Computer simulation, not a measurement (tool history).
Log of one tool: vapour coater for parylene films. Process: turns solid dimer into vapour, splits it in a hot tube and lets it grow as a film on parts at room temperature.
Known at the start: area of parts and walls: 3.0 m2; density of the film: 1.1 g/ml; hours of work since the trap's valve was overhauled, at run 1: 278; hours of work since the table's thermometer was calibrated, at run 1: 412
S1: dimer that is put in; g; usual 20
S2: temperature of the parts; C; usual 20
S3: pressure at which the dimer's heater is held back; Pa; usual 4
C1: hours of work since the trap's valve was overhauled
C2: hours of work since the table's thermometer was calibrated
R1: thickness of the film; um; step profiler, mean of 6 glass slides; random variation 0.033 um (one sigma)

run,hour,S1,S2,S3,C1,C2,R1
1,0,20,20,4,278,412,4.07
2,9.1,20,20,4,285,418,4.05
3,26.7,22,20,4,298,432,4.47
4,39.9,22,20,4,308,442,4.4
5,49.2,20,20,4,315,449,4.01
6,66.4,20,20,4,328,462,4
7,74.2,20,30,4,334,468,2.78
8,84.8,20,30,4,342,476,2.78
9,98.1,20,20,10.48,352,486,3.54
10,111.6,20,20,10.48,362,496,3.5
# hour 113.6: table's thermometer calibrated
11,123.7,20,31,10.48,371,8,2.34
12,141,20,20,4,384,21,3.99
13,152.5,20,20,4.11,392,29,3.96
14,162.7,20,20,4.11,400,37,3.95
15,171.8,9,20,4,407,44,1.78
# hour 177.4: table's thermometer calibrated, once more
16,189.3,35,27,7.78,420,9,4.86
17,205.8,24,20,8.02,432,21,4.34
18,223.2,26,20,11.24,445,35,4.49
19,233.6,26,20,11.24,453,42,4.43
# hour 239.2: trap's valve overhauled
20,245.5,24,12,4.98,5,48,6.72
21,253.6,24,17,4.32,11,54,5.78
22,262.1,24,27,4.32,17,61,3.93
23,279.4,20,19,4,30,74,4.49
24,296.5,14,19,4.79,43,87,3.03
25,311.8,14,19,4.79,55,98,3.04
26,329,14,15,5.87,68,111,3.43
27,343.3,14,15,5.87,79,122,3.44
28,356.4,12,20,4,88,132,2.53
29,368.3,12,20,4,98,141,2.55
30,376,20,16,4,103,147,4.87

Measured less the same run without the tool's hidden state. The same run-to-run variation is in both; the gauge's scatter may not be:
The hidden state here: vapour lost through the trap's worn valve, %; true temperature of the parts over the reading, C; drift of the gauge itself on film_um, %.
run,R1
1,-0.28
2,-0.28
3,-0.32
4,-0.33
5,-0.31
6,-0.32
7,-0.22
8,-0.23
9,-0.3
10,-0.3
11,-0.21
12,-0.37
13,-0.38
14,-0.38
15,-0.18
16,-0.46
17,-0.42
18,-0.45
19,-0.45
20,-0.05
21,-0.05
22,-0.04
23,-0.06
24,-0.05
25,-0.06
26,-0.07
27,-0.08
28,-0.07
29,-0.07
30,-0.14

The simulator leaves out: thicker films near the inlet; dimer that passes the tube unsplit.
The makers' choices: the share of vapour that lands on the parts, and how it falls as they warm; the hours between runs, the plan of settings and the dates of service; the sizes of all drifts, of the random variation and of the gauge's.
